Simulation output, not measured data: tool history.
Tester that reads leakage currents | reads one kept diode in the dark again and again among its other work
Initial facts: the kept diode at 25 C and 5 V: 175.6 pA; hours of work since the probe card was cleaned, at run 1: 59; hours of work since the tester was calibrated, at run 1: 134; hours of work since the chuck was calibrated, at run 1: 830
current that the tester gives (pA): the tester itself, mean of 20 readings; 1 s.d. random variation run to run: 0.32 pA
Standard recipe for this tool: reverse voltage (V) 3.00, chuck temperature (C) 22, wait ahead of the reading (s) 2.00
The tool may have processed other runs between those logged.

run,day,reverse voltage (V),chuck temperature (C),wait ahead of the reading (s),hours of work since the probe card was cleaned,hours of work since the tester was calibrated,hours of work since the chuck was calibrated,current that the tester gives (pA)
1,0.000,3.00,22,2.00,59,134,830,105.77
2,2.604,6.78,22,2.00,85,159,856,151.38
3,4.367,6.78,22,2.00,102,177,874,150.98
# day 4.633: chuck's temperature calibrated
4,6.162,3.00,22,2.00,119,194,15,105.65
5,8.204,3.00,22,2.00,139,214,35,105.66
6,10.158,3.00,22,2.00,158,233,54,105.79
7,12.412,3.00,22,2.00,180,255,77,105.67
8,14.633,3.00,22,2.00,202,277,99,105.32
9,16.421,3.00,22,2.00,220,295,116,105.57
10,17.796,3.00,22,2.00,233,308,130,105.75
11,20.042,3.00,22,2.00,256,330,152,105.59
12,21.142,3.00,20,0.44,266,341,163,87.78
13,22.746,3.00,20,0.44,282,357,179,87.76
14,24.583,14.24,22,1.55,300,375,197,212.23
15,26.229,1.07,22,1.55,317,391,213,67.17
16,27.654,1.07,22,1.55,331,406,227,66.75
17,29.229,1.07,22,1.55,346,421,242,66.87

5 ways to go on from here, each from the tool as it stands after run 17. What would each give?
A,30.567,1.07,22,1.30,359,434,256,?
B,30.567,1.07,46,1.55,359,434,256,?
C,30.567,3.00,22,0.69,359,434,256,?
D,30.567,1.06,28,0.52,359,434,256,?
E,30.567,17.03,57,2.00,359,434,256,?

run,current that the tester gives (pA)
A,66.82
B,561.66
C,106.24
D,117.38
E,4601.19
Had the tool no hidden state, the same runs would have come out as:
run,current that the tester gives (pA)
A,66.83
B,561.86
C,106.24
D,117.42
E,4602.60
